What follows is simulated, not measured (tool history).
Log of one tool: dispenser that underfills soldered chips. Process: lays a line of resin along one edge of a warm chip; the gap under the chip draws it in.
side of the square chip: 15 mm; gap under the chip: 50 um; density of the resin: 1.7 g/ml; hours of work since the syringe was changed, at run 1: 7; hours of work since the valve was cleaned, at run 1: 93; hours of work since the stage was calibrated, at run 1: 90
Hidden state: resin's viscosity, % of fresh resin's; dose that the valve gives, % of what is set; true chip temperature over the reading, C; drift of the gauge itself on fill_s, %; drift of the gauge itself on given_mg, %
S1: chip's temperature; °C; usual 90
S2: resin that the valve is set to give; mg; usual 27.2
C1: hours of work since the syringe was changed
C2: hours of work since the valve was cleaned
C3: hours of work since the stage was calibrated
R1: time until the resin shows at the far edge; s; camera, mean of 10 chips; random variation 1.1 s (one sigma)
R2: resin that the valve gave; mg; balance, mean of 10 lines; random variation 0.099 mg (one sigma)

Run 1, hour 0.0: usual settings; C1 7; C2 93; C3 90. Result: R1 134.4 s, R2 25.39 mg.
At hour 1.6: new syringe of resin.
Run 2, hour 4.1: usual settings; C1 2; C2 95; C3 93. Result: R1 112.0 s, R2 25.26 mg.
Run 3, hour 8.4: usual settings; C1 5; C2 99; C3 96. Result: R1 129.2 s, R2 25.05 mg.
At hour 12.4: new syringe of resin.
Run 4, hour 14.1: usual settings but S2 32.3 mg; C1 1; C2 103; C3 100. Result: R1 107.0 s, R2 29.72 mg.
At hour 17.9: dispensing valve cleaned and set on the balance.
Run 5, hour 17.9: usual settings but S2 32.3 mg; C1 3; C2 0; C3 103. Result: R1 116.2 s, R2 32.37 mg.
Run 6, hour 22.9: usual settings but S2 32.3 mg; C1 7; C2 4; C3 106. Result: R1 132.6 s, R2 32.26 mg.
At hour 24.3: new syringe of resin.
Run 7, hour 28.2: usual settings; C1 3; C2 8; C3 110. Result: R1 117.6 s, R2 26.91 mg.
Run 8, hour 32.2: usual settings; C1 6; C2 11; C3 113. Result: R1 128.8 s, R2 26.87 mg.
At hour 35.0: new syringe of resin.
Run 9, hour 35.0: usual settings; C1 0; C2 12; C3 115. Result: R1 106.9 s, R2 26.75 mg.
Run 10, hour 39.0: usual settings but S1 95 °C, S2 25.1 mg; C1 3; C2 15; C3 118. Result: R1 104.0 s, R2 24.71 mg.
Run 11, hour 45.1: usual settings but S1 92 °C, S2 24.5 mg; C1 8; C2 20; C3 123. Result: R1 137.2 s, R2 24.16 mg.
At hour 45.9: new syringe of resin.
Run 12, hour 51.2: usual settings but S1 80 °C, S2 31.9 mg; C1 4; C2 24; C3 127. Result: R1 163.5 s, R2 31.44 mg.
Run 13, hour 54.5: usual settings but S1 97 °C, S2 34.6 mg; C1 6; C2 27; C3 129. Result: R1 111.6 s, R2 33.97 mg.
At hour 57.0: new syringe of resin.
Run 14, hour 59.6: usual settings but S1 97 °C, S2 34.6 mg; C1 2; C2 30; C3 133. Result: R1 87.8 s, R2 33.75 mg.
Run 15, hour 64.7: usual settings but S1 98 °C, S2 32.6 mg; C1 6; C2 34; C3 137. Result: R1 100.9 s, R2 31.67 mg.
At hour 67.9: new syringe of resin.
Run 16, hour 69.1: usual settings but S1 82 °C, S2 29.4 mg; C1 1; C2 37; C3 140. Result: R1 134.5 s, R2 28.60 mg.
Run 17, hour 74.1: usual settings but S1 82 °C, S2 29.4 mg; C1 5; C2 41; C3 144. Result: R1 154.8 s, R2 28.32 mg.

Forecast each of these 3 alternatives for the next run:
At hour 78.7: new syringe of resin.
Run A, hour 78.7: usual settings but S1 98 °C, S2 27.7 mg; C1 0; C2 44; C3 147. Result: R1 ?, R2 ?.
At hour 78.7: new syringe of resin.
Run B, hour 78.7: usual settings but S1 103 °C, S2 29.4 mg; C1 0; C2 44; C3 147. Result: R1 ?, R2 ?.
At hour 78.7: new syringe of resin.
Run C, hour 78.7: usual settings but S2 24.2 mg; C1 0; C2 44; C3 147. Result: R1 ?, R2 ?.

run     R1     R2
  A   82.1  26.63
  B   70.5  28.40
  C  105.5  23.44
Without the tool's hidden state the same runs would have given:
run     R1     R2
  A   82.0  27.60
  B   70.6  29.44
  C  104.7  24.30
